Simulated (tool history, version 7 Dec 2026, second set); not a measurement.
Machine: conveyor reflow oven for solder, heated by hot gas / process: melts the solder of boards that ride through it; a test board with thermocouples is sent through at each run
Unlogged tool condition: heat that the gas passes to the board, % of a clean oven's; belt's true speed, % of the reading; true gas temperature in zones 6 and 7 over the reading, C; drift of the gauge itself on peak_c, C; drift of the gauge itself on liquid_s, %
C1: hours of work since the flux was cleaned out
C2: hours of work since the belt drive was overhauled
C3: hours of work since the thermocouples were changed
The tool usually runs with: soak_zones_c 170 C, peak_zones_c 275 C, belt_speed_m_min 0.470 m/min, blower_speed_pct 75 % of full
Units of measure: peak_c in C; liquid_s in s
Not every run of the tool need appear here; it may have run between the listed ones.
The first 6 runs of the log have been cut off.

{"day": 8.175, "done": "thermocouples of zones 6 and 7 changed"}
{"run": 7, "day": 8.929, "soak_zones_c": 170, "peak_zones_c": 275, "belt_speed_m_min": 0.47, "blower_speed_pct": 75, "C1": 39, "C2": 805, "C3": 12, "peak_c": 257.1, "liquid_s": 79.7}
{"run": 8, "day": 10.358, "soak_zones_c": 170, "peak_zones_c": 275, "belt_speed_m_min": 0.47, "blower_speed_pct": 75, "C1": 61, "C2": 827, "C3": 34, "peak_c": 257.1, "liquid_s": 79.1}
{"run": 9, "day": 12.625, "soak_zones_c": 170, "peak_zones_c": 275, "belt_speed_m_min": 0.47, "blower_speed_pct": 58, "C1": 96, "C2": 862, "C3": 68, "peak_c": 254.2, "liquid_s": 75.7}
{"run": 10, "day": 14.462, "soak_zones_c": 170, "peak_zones_c": 275, "belt_speed_m_min": 0.47, "blower_speed_pct": 75, "C1": 124, "C2": 890, "C3": 97, "peak_c": 257.2, "liquid_s": 79.0}
{"run": 11, "day": 15.588, "soak_zones_c": 170, "peak_zones_c": 275, "belt_speed_m_min": 0.47, "blower_speed_pct": 75, "C1": 141, "C2": 907, "C3": 114, "peak_c": 256.9, "liquid_s": 79.1}
{"run": 12, "day": 16.533, "soak_zones_c": 170, "peak_zones_c": 275, "belt_speed_m_min": 0.435, "blower_speed_pct": 75, "C1": 156, "C2": 922, "C3": 129, "peak_c": 259.7, "liquid_s": 88.8}
{"day": 17.012, "done": "flux residue cleaned out of gas plates and filters, once more"}
{"run": 13, "day": 17.825, "soak_zones_c": 170, "peak_zones_c": 275, "belt_speed_m_min": 0.435, "blower_speed_pct": 75, "C1": 12, "C2": 938, "C3": 145, "peak_c": 262.7, "liquid_s": 92.4}
{"run": 14, "day": 19.662, "soak_zones_c": 165, "peak_zones_c": 275, "belt_speed_m_min": 0.47, "blower_speed_pct": 75, "C1": 41, "C2": 967, "C3": 174, "peak_c": 259.4, "liquid_s": 80.2}
{"run": 15, "day": 20.867, "soak_zones_c": 170, "peak_zones_c": 275, "belt_speed_m_min": 0.47, "blower_speed_pct": 60, "C1": 59, "C2": 985, "C3": 192, "peak_c": 257.2, "liquid_s": 79.6}
{"run": 16, "day": 22.846, "soak_zones_c": 170, "peak_zones_c": 275, "belt_speed_m_min": 0.47, "blower_speed_pct": 83, "C1": 90, "C2": 1016, "C3": 222, "peak_c": 261.3, "liquid_s": 84.4}
{"run": 17, "day": 25.117, "soak_zones_c": 170, "peak_zones_c": 275, "belt_speed_m_min": 0.47, "blower_speed_pct": 83, "C1": 125, "C2": 1051, "C3": 257, "peak_c": 261.2, "liquid_s": 83.5}
{"run": 18, "day": 26.112, "soak_zones_c": 170, "peak_zones_c": 275, "belt_speed_m_min": 0.515, "blower_speed_pct": 62, "C1": 140, "C2": 1066, "C3": 273, "peak_c": 254.3, "liquid_s": 69.2}
{"run": 19, "day": 27.608, "soak_zones_c": 170, "peak_zones_c": 280, "belt_speed_m_min": 0.507, "blower_speed_pct": 62, "C1": 163, "C2": 1089, "C3": 296, "peak_c": 259.1, "liquid_s": 74.6}
{"day": 28.504, "done": "belt drive overhauled, speed set with a stopwatch"}
{"run": 20, "day": 29.975, "soak_zones_c": 172, "peak_zones_c": 263, "belt_speed_m_min": 0.526, "blower_speed_pct": 75, "C1": 197, "C2": 23, "C3": 330, "peak_c": 245.4, "liquid_s": 60.3}
{"run": 21, "day": 31.954, "soak_zones_c": 172, "peak_zones_c": 263, "belt_speed_m_min": 0.526, "blower_speed_pct": 68, "C1": 227, "C2": 53, "C3": 360, "peak_c": 244.3, "liquid_s": 58.1}
{"run": 22, "day": 34.179, "soak_zones_c": 156, "peak_zones_c": 265, "belt_speed_m_min": 0.478, "blower_speed_pct": 68, "C1": 261, "C2": 87, "C3": 394, "peak_c": 246.2, "liquid_s": 60.9}
{"run": 23, "day": 35.692, "soak_zones_c": 156, "peak_zones_c": 288, "belt_speed_m_min": 0.423, "blower_speed_pct": 68, "C1": 285, "C2": 111, "C3": 418, "peak_c": 271.3, "liquid_s": 93.6}
{"run": 24, "day": 37.55, "soak_zones_c": 177, "peak_zones_c": 275, "belt_speed_m_min": 0.47, "blower_speed_pct": 75, "C1": 313, "C2": 139, "C3": 446, "peak_c": 260.3, "liquid_s": 84.6}
{"run": 25, "day": 39.629, "soak_zones_c": 177, "peak_zones_c": 275, "belt_speed_m_min": 0.47, "blower_speed_pct": 75, "C1": 345, "C2": 171, "C3": 478, "peak_c": 260.4, "liquid_s": 84.6}
{"run": 26, "day": 41.629, "soak_zones_c": 177, "peak_zones_c": 275, "belt_speed_m_min": 0.47, "blower_speed_pct": 75, "C1": 376, "C2": 202, "C3": 509, "peak_c": 260.2, "liquid_s": 84.6}
{"run": 27, "day": 42.712, "soak_zones_c": 177, "peak_zones_c": 275, "belt_speed_m_min": 0.47, "blower_speed_pct": 75, "C1": 393, "C2": 219, "C3": 525, "peak_c": 259.7, "liquid_s": 84.6}
{"run": 28, "day": 44.792, "soak_zones_c": 170, "peak_zones_c": 266, "belt_speed_m_min": 0.459, "blower_speed_pct": 58, "C1": 425, "C2": 251, "C3": 558, "peak_c": 248.5, "liquid_s": 71.6}
{"run": 29, "day": 46.658, "soak_zones_c": 170, "peak_zones_c": 266, "belt_speed_m_min": 0.459, "blower_speed_pct": 58, "C1": 453, "C2": 279, "C3": 586, "peak_c": 248.6, "liquid_s": 71.5}
{"day": 47.35, "done": "flux residue cleaned out of gas plates and filters"}
{"run": 30, "day": 48.958, "soak_zones_c": 166, "peak_zones_c": 289, "belt_speed_m_min": 0.553, "blower_speed_pct": 58, "C1": 25, "C2": 311, "C3": 618, "peak_c": 261.2, "liquid_s": 66.8}
{"run": 31, "day": 50.588, "soak_zones_c": 172, "peak_zones_c": 268, "belt_speed_m_min": 0.553, "blower_speed_pct": 58, "C1": 50, "C2": 336, "C3": 643, "peak_c": 245.6, "liquid_s": 55.7}

Branching from run 31: 3 alternative next runs. What would each branch give?
{"run": "A", "day": 51.842, "soak_zones_c": 172, "peak_zones_c": 282, "belt_speed_m_min": 0.447, "blower_speed_pct": 56, "C1": 69, "C2": 356, "C3": 663, "peak_c": "?", "liquid_s": "?"}
{"run": "B", "day": 51.842, "soak_zones_c": 172, "peak_zones_c": 266, "belt_speed_m_min": 0.558, "blower_speed_pct": 58, "C1": 69, "C2": 356, "C3": 663, "peak_c": "?", "liquid_s": "?"}
{"run": "C", "day": 51.842, "soak_zones_c": 170, "peak_zones_c": 286, "belt_speed_m_min": 0.434, "blower_speed_pct": 75, "C1": 69, "C2": 356, "C3": 663, "peak_c": "?", "liquid_s": "?"}

run=A peak_c=264.1 liquid_s=90.1
run=B peak_c=243.2 liquid_s=52.4
run=C peak_c=272.4 liquid_s=98.2
With no hidden state in the tool, these same runs would have given:
run=A peak_c=263.5 liquid_s=89.4
run=B peak_c=242.7 liquid_s=52.0
run=C peak_c=271.8 liquid_s=97.5
